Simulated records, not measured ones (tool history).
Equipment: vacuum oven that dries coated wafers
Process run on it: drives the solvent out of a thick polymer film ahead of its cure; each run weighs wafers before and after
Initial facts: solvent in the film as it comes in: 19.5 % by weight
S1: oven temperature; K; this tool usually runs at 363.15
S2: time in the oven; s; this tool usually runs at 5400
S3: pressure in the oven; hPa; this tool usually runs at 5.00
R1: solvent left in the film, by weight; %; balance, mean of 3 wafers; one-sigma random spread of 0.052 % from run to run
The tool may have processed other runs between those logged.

run,hour,S1,S2,S3,R1
1,0.0,363.15,5400,5.00,1.60
2,38.8,365.15,5400,5.00,1.34
3,71.0,363.15,5400,5.00,1.49
4,122.3,363.15,5400,5.00,1.60
5,164.9,363.15,5400,5.74,1.72
6,217.3,363.15,5400,5.74,1.69
7,251.4,363.15,5400,5.74,1.68
8,299.0,363.15,5400,5.74,1.75
9,343.5,363.15,5400,5.74,1.67
10,372.5,363.15,8760,5.74,0.58
11,420.6,363.15,8760,5.74,0.66
12,447.3,363.15,8760,5.74,0.64
13,496.3,364.15,6060,5.00,1.16
14,523.5,356.15,3480,5.00,5.40
15,567.9,356.15,3480,5.00,5.36
16,601.7,356.15,3480,5.00,5.49
17,646.6,371.15,5400,3.62,0.70
18,680.6,371.15,5400,3.62,0.83
19,721.9,362.15,4800,6.33,2.39
# hour 746.1: oven's thermocouples calibrated
20,761.5,362.15,4800,6.33,2.15
21,815.2,362.15,4800,6.33,2.30
22,860.7,362.15,4800,6.33,2.28
23,884.0,348.15,4800,13.07,5.84
24,908.4,348.15,4800,13.07,5.94

Each row is a separate what-if for the run after 24, all from the same tool condition, not one after another. Results?
A,938.5,348.15,4920,13.07,?
B,938.5,373.15,2880,2.74,?
C,938.5,362.15,5400,5.00,?

run,R1
A,5.83
B,2.10
C,1.76
The same runs, with their run-to-run variation unchanged, on a tool lacking any hidden condition would have given:
run,R1
A,5.60
B,1.98
C,1.61

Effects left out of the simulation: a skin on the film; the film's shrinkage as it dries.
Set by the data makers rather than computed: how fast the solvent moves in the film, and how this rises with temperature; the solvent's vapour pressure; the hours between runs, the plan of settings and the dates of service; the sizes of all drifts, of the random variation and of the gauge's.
